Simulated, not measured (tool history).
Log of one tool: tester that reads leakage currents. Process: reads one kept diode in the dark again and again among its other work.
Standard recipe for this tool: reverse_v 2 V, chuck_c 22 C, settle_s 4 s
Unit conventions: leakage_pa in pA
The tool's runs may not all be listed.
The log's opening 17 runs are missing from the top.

run	day	reverse_v	chuck_c	settle_s	hours of work since the probe card was cleaned	hours of work since the tester was calibrated	hours of work since the chuck was calibrated	leakage_pa
18	88.171	2	22	4	382	1187	877	60.67
19	91.75	2	22	4	448	1253	943	60.71
# day 97.762: probe card cleaned and baked, once more
20	98.383	2	22	4	11	1372	1062	53.8
21	105.05	2	22	4	133	1494	1184	53.45
22	110.446	2	22	0.68	232	1593	1283	54.04
23	115.658	2	22	0.68	328	1688	1378	53.5
24	122.438	3.32	26	4	452	1812	1502	94.24
# day 123.842: chuck's temperature calibrated
25	127.217	3.32	26	4	538	1898	62	104.71
26	131.3	2	29	4	612	1973	137	104.69
27	136.846	2	29	4	714	2075	238	103.99
28	141.438	19.24	49	4	798	2159	322	1412.97
29	146.492	1.05	35	1.61	891	2251	415	122.35
30	152.133	1.05	27	1.61	994	2355	518	63.91
31	157.471	7.3	27	3.17	1092	2452	616	163.6
32	160.454	7.3	27	3.17	1146	2507	670	163.29
33	163.833	7.3	27	3.17	1208	2569	732	162.05
34	169.612	4.53	37	1.6	1314	2674	838	281.21
35	173.429	2	22	4.86	1384	2744	908	56.87
36	179.712	2	26	2.28	1499	2859	1023	78.37
37	185.046	6.52	24	2.28	1596	2957	1120	120.29
38	188.492	6.52	24	2.28	1659	3020	1183	120.62
39	195.117	3.67	33	4.03	1781	3141	1305	181.37

Branching from run 39: 4 alternative next runs. What would each branch give?
A	198.133	19.92	24	4.03	1836	3197	1360	?
B	198.133	3.67	21	4.03	1836	3197	1360	?
C	198.133	3.52	57	2.03	1836	3197	1360	?
D	198.133	3.29	22	4	1836	3197	1360	?

run	leakage_pa
A	221.26
B	70.17
C	1050.97
D	71.75
Without the tool's unlogged condition, the same runs would have read:
run	leakage_pa
A	203.13
B	70.36
C	1136.19
D	72.88
